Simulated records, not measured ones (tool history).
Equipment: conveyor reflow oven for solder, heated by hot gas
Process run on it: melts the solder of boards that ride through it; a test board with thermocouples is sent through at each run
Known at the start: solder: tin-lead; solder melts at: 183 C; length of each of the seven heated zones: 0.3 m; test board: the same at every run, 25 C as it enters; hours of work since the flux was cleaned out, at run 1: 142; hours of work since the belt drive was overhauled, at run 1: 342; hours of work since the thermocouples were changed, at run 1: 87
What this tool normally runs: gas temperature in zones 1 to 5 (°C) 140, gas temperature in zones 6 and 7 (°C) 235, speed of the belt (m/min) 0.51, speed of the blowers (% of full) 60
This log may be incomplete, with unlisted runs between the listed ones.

run	hour	gas temperature in zones 1 to 5 (°C)	gas temperature in zones 6 and 7 (°C)	speed of the belt (m/min)	speed of the blowers (% of full)	hours of work since the flux was cleaned out	hours of work since the belt drive was overhauled	hours of work since the thermocouples were changed	highest temperature of the board (°C)	time above the solder's melting point (s)
1	0.0	140	235	0.51	60	142	342	87	210.2	46.1
2	14.0	140	235	0.51	60	151	351	96	210.2	46.8
3	27.8	140	235	0.51	60	160	360	105	209.7	45.9
4	34.6	140	235	0.51	60	164	364	109	210.0	46.1
# hour 44.0: flux residue cleaned out of gas plates and filters
5	54.5	140	235	0.51	60	7	374	119	211.1	47.8
6	64.5	145	235	0.51	60	13	380	125	213.1	51.1
# hour 69.8: belt drive overhauled, speed set with a stopwatch
7	76.5	145	235	0.51	60	18	4	130	212.8	50.8
8	85.3	145	235	0.51	60	24	10	136	212.9	50.6

Run 9 has not been measured yet. What should we expect?
# hour 96.7: belt drive overhauled, speed set with a stopwatch, once more
9	101.1	140	235	0.51	63	31	3	144	?	?

{"run 9": {"highest temperature of the board (°C)": 211.3, "time above the solder's melting point (s)": 47.0}}
With no hidden state in the tool, this same run would have given highest temperature of the board (°C) 212.0, time above the solder's melting point (s) 47.5.

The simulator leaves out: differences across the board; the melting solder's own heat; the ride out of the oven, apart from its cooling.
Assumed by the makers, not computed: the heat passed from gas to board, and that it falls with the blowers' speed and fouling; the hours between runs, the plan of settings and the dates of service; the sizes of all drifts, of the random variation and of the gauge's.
